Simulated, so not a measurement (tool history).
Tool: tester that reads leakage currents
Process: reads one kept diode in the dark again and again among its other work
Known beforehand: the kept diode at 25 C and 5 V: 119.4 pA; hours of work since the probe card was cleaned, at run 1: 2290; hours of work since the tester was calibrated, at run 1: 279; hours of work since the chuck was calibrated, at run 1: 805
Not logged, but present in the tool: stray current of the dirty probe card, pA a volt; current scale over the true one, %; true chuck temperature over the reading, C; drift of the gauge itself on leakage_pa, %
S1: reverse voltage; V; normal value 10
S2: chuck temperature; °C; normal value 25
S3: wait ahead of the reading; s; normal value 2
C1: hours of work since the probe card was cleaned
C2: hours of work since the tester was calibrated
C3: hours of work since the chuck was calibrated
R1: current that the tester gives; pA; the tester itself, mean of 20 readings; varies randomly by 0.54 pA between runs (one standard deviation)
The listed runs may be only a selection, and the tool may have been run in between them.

| run | day | S1 | S2 | S3 | C1 | C2 | C3 | R1 |
|---|---|---|---|---|---|---|---|---|
| 1 | 0 | 10 | 25 | 2 | 2290 | 279 | 805 | 215.17 |
| 2 | 1.371 | 10 | 25 | 2 | 2306 | 295 | 821 | 214.32 |
| 3 | 3.171 | 10 | 25 | 2 | 2328 | 317 | 843 | 215.89 |
| 4 | 4.175 | 10 | 25 | 2 | 2340 | 329 | 855 | 216.51 |
| 5 | 5.358 | 10 | 25 | 2 | 2354 | 344 | 870 | 216.5 |
| 6 | 6.508 | 10 | 25 | 2 | 2368 | 357 | 883 | 216.56 |
| 7 | 7.725 | 10 | 25 | 2 | 2383 | 372 | 898 | 216.08 |
| 8 | 9.079 | 10 | 25 | 2 | 2399 | 389 | 915 | 216.78 |
| 9 | 11.05 | 10 | 25 | 2 | 2423 | 412 | 938 | 217.22 |

Run 10, settings as shown, results not yet in. Your forecast:
| 10 | 13 | 4.2 | 25 | 5.82 | 2447 | 436 | 962 | ? |

{"run 10": {"R1": 127.77}}
Without the tool's hidden state the same run would have given R1 108.64 pA.

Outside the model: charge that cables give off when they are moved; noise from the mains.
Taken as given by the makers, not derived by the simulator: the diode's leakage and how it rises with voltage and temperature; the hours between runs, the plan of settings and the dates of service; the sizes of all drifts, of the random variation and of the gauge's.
